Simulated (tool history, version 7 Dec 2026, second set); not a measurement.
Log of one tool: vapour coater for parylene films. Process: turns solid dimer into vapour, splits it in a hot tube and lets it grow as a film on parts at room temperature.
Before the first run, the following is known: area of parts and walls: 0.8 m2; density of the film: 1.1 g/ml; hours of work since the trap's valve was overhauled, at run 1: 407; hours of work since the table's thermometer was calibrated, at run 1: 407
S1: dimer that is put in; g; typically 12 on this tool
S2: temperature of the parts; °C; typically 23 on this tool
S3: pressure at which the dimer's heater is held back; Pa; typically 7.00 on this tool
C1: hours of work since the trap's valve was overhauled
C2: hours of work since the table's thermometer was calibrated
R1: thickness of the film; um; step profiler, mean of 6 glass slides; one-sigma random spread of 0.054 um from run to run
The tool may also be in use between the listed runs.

Run 1, day 0.000: usual settings; C1 407; C2 407. Result: R1 8.65 um.
Run 2, day 1.400: usual settings; C1 428; C2 428. Result: R1 8.73 um.
Run 3, day 3.338: usual settings; C1 457; C2 457. Result: R1 8.65 um.
At day 4.800: trap's valve overhauled.
Run 4, day 5.317: usual settings; C1 8; C2 484. Result: R1 9.59 um.
Run 5, day 6.592: usual settings; C1 27; C2 503. Result: R1 9.55 um.
Run 6, day 7.608: usual settings; C1 42; C2 518. Result: R1 9.49 um.
Run 7, day 9.379: usual settings but S3 2.49 Pa; C1 68; C2 545. Result: R1 11.07 um.
Run 8, day 11.242: usual settings but S3 2.49 Pa; C1 96; C2 572. Result: R1 11.08 um.
Run 9, day 12.196: usual settings but S3 2.49 Pa; C1 110; C2 587. Result: R1 11.07 um.
Run 10, day 14.033: usual settings but S3 2.49 Pa; C1 138; C2 614. Result: R1 11.03 um.
Run 11, day 14.975: usual settings but S3 10.30 Pa; C1 152; C2 628. Result: R1 8.69 um.
Run 12, day 16.129: usual settings but S3 10.30 Pa; C1 169; C2 645. Result: R1 8.71 um.
Run 13, day 17.375: usual settings but S3 10.30 Pa; C1 188; C2 664. Result: R1 8.56 um.
Run 14, day 18.225: usual settings but S1 8 g; C1 200; C2 677. Result: R1 6.12 um.
Run 15, day 20.054: usual settings; C1 228; C2 704. Result: R1 9.09 um.
Run 16, day 21.971: usual settings; C1 256; C2 733. Result: R1 9.02 um.
Run 17, day 22.904: usual settings but S3 3.41 Pa; C1 270; C2 747. Result: R1 10.13 um.
Run 18, day 24.496: usual settings but S3 3.41 Pa; C1 294; C2 770. Result: R1 10.03 um.
Run 19, day 25.479: usual settings but S3 3.41 Pa; C1 309; C2 785. Result: R1 9.97 um.
Run 20, day 27.392: usual settings but S3 3.41 Pa; C1 337; C2 813. Result: R1 9.87 um.
Run 21, day 28.862: usual settings; C1 359; C2 835. Result: R1 8.75 um.
Run 22, day 30.558: usual settings but S1 7 g, S2 28 °C, S3 9.60 Pa; C1 384; C2 861. Result: R1 4.37 um.
Run 23, day 32.000: usual settings but S1 7 g, S2 28 °C, S3 3.61 Pa; C1 406; C2 882. Result: R1 5.18 um.
Run 24, day 32.904: usual settings but S1 7 g, S2 28 °C, S3 3.61 Pa; C1 419; C2 896. Result: R1 5.11 um.
Run 25, day 33.750: usual settings but S2 19 °C, S3 9.48 Pa; C1 432; C2 908. Result: R1 8.82 um.
Run 26, day 34.617: usual settings but S1 5 g, S3 2.59 Pa; C1 445; C2 921. Result: R1 4.25 um.
Run 27, day 35.762: usual settings but S2 16 °C, S3 4.48 Pa; C1 462; C2 938. Result: R1 10.58 um.
At day 36.950: trap's valve overhauled.
Run 28, day 37.029: usual settings but S2 16 °C, S3 4.48 Pa; C1 1; C2 955. Result: R1 11.63 um.
At day 38.221: table's thermometer calibrated.
Run 29, day 38.500: usual settings but S2 16 °C, S3 4.48 Pa; C1 22; C2 4. Result: R1 11.78 um.
Run 30, day 39.908: usual settings but S1 5 g, S2 16 °C, S3 4.09 Pa; C1 44; C2 25. Result: R1 4.94 um.
Run 31, day 41.429: usual settings but S1 5 g, S2 16 °C, S3 4.09 Pa; C1 66; C2 48. Result: R1 4.94 um.
Run 32, day 43.208: usual settings but S1 8 g; C1 93; C2 74. Result: R1 6.27 um.
Run 33, day 45.175: usual settings but S1 19 g, S3 6.80 Pa; C1 122; C2 104. Result: R1 14.77 um.
Run 34, day 46.862: usual settings but S1 19 g, S3 6.80 Pa; C1 147; C2 129. Result: R1 14.80 um.
Run 35, day 48.325: usual settings but S1 18 g, S3 4.03 Pa; C1 169; C2 151. Result: R1 15.30 um.
Run 36, day 49.312: usual settings but S1 10 g, S2 27 °C; C1 184; C2 166. Result: R1 7.15 um.
Run 37, day 51.117: usual settings but S1 10 g, S2 27 °C; C1 211; C2 192. Result: R1 7.16 um.
Run 38, day 52.288: usual settings but S1 15 g, S2 27 °C; C1 228; C2 210. Result: R1 10.53 um.
Run 39, day 54.129: usual settings but S1 18 g, S2 22 °C, S3 3.90 Pa; C1 256; C2 237. Result: R1 15.34 um.
Run 40, day 56.079: usual settings but S1 18 g, S2 22 °C, S3 3.90 Pa; C1 285; C2 266. Result: R1 15.13 um.
Run 41, day 57.817: usual settings but S1 18 g, S2 22 °C, S3 3.90 Pa; C1 311; C2 292. Result: R1 15.12 um.
Run 42, day 59.333: usual settings but S1 18 g, S2 22 °C, S3 3.90 Pa; C1 333; C2 315. Result: R1 15.00 um.

Entry by entry between the runs, the difference in hidden state between the last listed run before and the first listed run after:
Runs 3 to 4: trap's valve overhauled (day 4.800)
  vapour lost through the trap's worn valve, %: 10.2 -> 0.2; true temperature of the parts over the reading, C: 0.65 -> 0.69
  measured result minus the result with no hidden state, R1: -1.10 -> -0.14 um
Runs 27 to 28: trap's valve overhauled (day 36.950)
  vapour lost through the trap's worn valve, %: 9.3 -> 0.3; true temperature of the parts over the reading, C: 1.3 -> 1.32
  measured result minus the result with no hidden state, R1: -1.37 -> -0.32 um
Runs 28 to 29: table's thermometer calibrated (day 38.221)
  vapour lost through the trap's worn valve, %: 0.3 -> 0.7; true temperature of the parts over the reading, C: 1.32 -> 0.05
  measured result minus the result with no hidden state, R1: -0.32 -> -0.10 um

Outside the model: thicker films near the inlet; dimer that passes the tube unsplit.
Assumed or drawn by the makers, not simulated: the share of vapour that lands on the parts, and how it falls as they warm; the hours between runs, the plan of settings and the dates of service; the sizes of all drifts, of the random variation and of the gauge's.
